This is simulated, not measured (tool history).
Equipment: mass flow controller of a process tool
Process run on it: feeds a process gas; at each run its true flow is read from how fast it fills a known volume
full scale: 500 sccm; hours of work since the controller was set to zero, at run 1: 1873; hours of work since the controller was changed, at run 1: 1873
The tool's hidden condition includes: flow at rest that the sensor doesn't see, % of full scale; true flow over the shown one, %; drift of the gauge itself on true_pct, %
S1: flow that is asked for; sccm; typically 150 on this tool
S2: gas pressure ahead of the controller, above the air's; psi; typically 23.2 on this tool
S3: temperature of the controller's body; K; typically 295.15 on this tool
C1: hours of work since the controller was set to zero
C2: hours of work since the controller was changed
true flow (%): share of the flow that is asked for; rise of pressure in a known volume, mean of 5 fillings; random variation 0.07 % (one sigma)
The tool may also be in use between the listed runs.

run 1 hour=0.0 | S1=150 S2=23.2 S3=295.15 | C1=1873 C2=1873 | true_flow_(%)=98.11
run 2 hour=312.3 | S1=150 S2=23.2 S3=295.15 | C1=2051 C2=2051 | true_flow_(%)=98.11
run 3 hour=548.7 | S1=107 S2=23.2 S3=295.15 | C1=2186 C2=2186 | true_flow_(%)=97.99
run 4 hour=717.6 | S1=150 S2=23.2 S3=295.15 | C1=2282 C2=2282 | true_flow_(%)=98.16
run 5 hour=1041.6 | S1=235 S2=23.2 S3=295.15 | C1=2467 C2=2467 | true_flow_(%)=98.51
run 6 hour=1283.8 | S1=235 S2=23.2 S3=295.15 | C1=2605 C2=2605 | true_flow_(%)=98.55
run 7 hour=1593.0 | S1=235 S2=23.2 S3=295.15 | C1=2781 C2=2781 | true_flow_(%)=98.46
run 8 hour=1911.6 | S1=276 S2=23.2 S3=301.15 | C1=2963 C2=2963 | true_flow_(%)=99.29
run 9 hour=2062.2 | S1=276 S2=32.8 S3=298.15 | C1=3049 C2=3049 | true_flow_(%)=99.41
run 10 hour=2280.5 | S1=51 S2=40.3 S3=309.15 | C1=3173 C2=3173 | true_flow_(%)=100.10
run 11 hour=2520.5 | S1=176 S2=39.3 S3=310.15 | C1=3310 C2=3310 | true_flow_(%)=100.71
run 12 hour=2875.2 | S1=150 S2=23.2 S3=300.15 | C1=3513 C2=3513 | true_flow_(%)=98.94

Here are 5 independent what-if runs from the current tool condition. What would each one return?
run A hour=3079.8 | S1=150 S2=28.3 S3=295.15 | C1=3629 C2=3629 | true_flow_(%)=?
run B hour=3079.8 | S1=150 S2=23.2 S3=295.15 | C1=3629 C2=3629 | true_flow_(%)=?
run C hour=3079.8 | S1=401 S2=31.2 S3=303.15 | C1=3629 C2=3629 | true_flow_(%)=?
run D hour=3079.8 | S1=345 S2=23.4 S3=300.15 | C1=3629 C2=3629 | true_flow_(%)=?
run E hour=3079.8 | S1=349 S2=37.3 S3=306.15 | C1=3629 C2=3629 | true_flow_(%)=?

run=A true_flow_(%)=98.34
run=B true_flow_(%)=98.28
run=C true_flow_(%)=100.34
run=D true_flow_(%)=99.49
run=E true_flow_(%)=100.72
Without the tool's unlogged condition, the same runs would have read:
run=A true_flow_(%)=98.33
run=B true_flow_(%)=98.27
run=C true_flow_(%)=100.33
run=D true_flow_(%)=99.49
run=E true_flow_(%)=100.72

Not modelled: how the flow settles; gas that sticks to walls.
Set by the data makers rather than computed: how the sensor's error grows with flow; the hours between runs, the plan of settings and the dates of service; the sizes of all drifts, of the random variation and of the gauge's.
